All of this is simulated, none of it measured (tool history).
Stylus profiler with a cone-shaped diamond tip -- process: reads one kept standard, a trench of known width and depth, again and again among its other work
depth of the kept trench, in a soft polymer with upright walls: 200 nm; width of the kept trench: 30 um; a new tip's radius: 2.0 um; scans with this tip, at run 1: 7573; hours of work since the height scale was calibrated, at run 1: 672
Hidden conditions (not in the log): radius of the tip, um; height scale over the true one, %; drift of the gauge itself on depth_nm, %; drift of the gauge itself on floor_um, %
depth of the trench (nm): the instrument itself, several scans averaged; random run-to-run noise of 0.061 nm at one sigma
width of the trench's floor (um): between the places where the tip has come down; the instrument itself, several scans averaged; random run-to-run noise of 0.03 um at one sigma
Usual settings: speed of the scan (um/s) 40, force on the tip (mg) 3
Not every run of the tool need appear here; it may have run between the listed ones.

run,hour,speed of the scan (um/s),force on the tip (mg),scans with this tip,hours of work since the height scale was calibrated,depth of the trench (nm),width of the trench's floor (um)
1,0,40,3,7573,672,204.17,27.68
2,19.6,40,3,7723,686,204.25,27.66
3,50.1,40,3,7958,707,204.31,27.64
4,83,40,2.26,8211,729,203.6,27.61
5,105.6,40,4.05,8385,744,205.06,27.64
6,121.8,40,4.05,8509,756,205.15,27.61
7,150.5,40,4.05,8730,775,205.11,27.61
8,180.7,40,3,8962,796,204.25,27.57
9,197.8,40,3,9094,807,204.23,27.6
10,225.2,40,3,9305,826,204.27,27.53
11,252.9,40,3,9518,845,204.37,27.5
12,274.7,40,3,9685,860,204.27,27.59
13,298.4,40,5.51,9868,876,206.22,27.59
14,326.8,40,7.11,10086,895,207.24,27.5
15,354.7,40,7.11,10300,915,207.43,27.52
16,382.9,40,7.61,10517,934,207.65,27.59
17,405.7,40,7.61,10693,949,207.72,27.54
18,423.5,40,7.61,10830,962,207.64,27.52
# hour 433.2: height scale calibrated on a step standard
19,439.5,50,3,10949,4,203.83,27.45
20,456.4,40,1.31,11079,16,202.12,27.42
21,471.8,40,1.31,11197,26,202.15,27.46
22,496.5,40,1.31,11387,43,202.16,27.41
23,519.5,26,1.8,11564,59,202.6,27.45
24,550.2,115,6.8,11800,80,206.57,27.41
25,575,14,4.7,11991,97,205.14,27.47
26,603.9,14,4.7,12213,117,205.03,27.45
27,619.6,23,5.82,12334,127,205.94,27.4
28,651.9,80,2.3,12582,149,203.22,27.27
29,686.2,38,1.67,12846,173,202.77,27.34
30,712.7,38,1.67,13049,191,202.67,27.35
31,739.4,38,1.67,13255,209,202.65,27.34
32,768.6,18,4.67,13479,229,205.2,27.36
33,791.2,40,7.39,13653,244,206.99,27.32
34,819.2,70,3,13868,264,203.87,27.22
35,849.3,151,6.75,14100,284,206.72,27.23
36,880.2,32,8.4,14338,305,207.84,27.3
37,899.1,32,8.4,14483,318,207.7,27.37
38,934,11,2.29,14752,342,203.23,27.31

Predict each of these 4 candidate next runs independently; none follows another, all start after run 38:
A,954.2,34,4.22,14907,356,?,?
B,954.2,30,3,14907,356,?,?
C,954.2,20,1.02,14907,356,?,?
D,954.2,40,2.91,14907,356,?,?

run,depth of the trench (nm),width of the trench's floor (um)
A,204.85,27.33
B,203.96,27.31
C,201.97,27.27
D,203.9,27.25
Stripped of hidden state, with their random variation kept, the same runs would have yielded:
run,depth of the trench (nm),width of the trench's floor (um)
A,204.68,28.24
B,203.79,28.23
C,201.8,28.18
D,203.73,28.16

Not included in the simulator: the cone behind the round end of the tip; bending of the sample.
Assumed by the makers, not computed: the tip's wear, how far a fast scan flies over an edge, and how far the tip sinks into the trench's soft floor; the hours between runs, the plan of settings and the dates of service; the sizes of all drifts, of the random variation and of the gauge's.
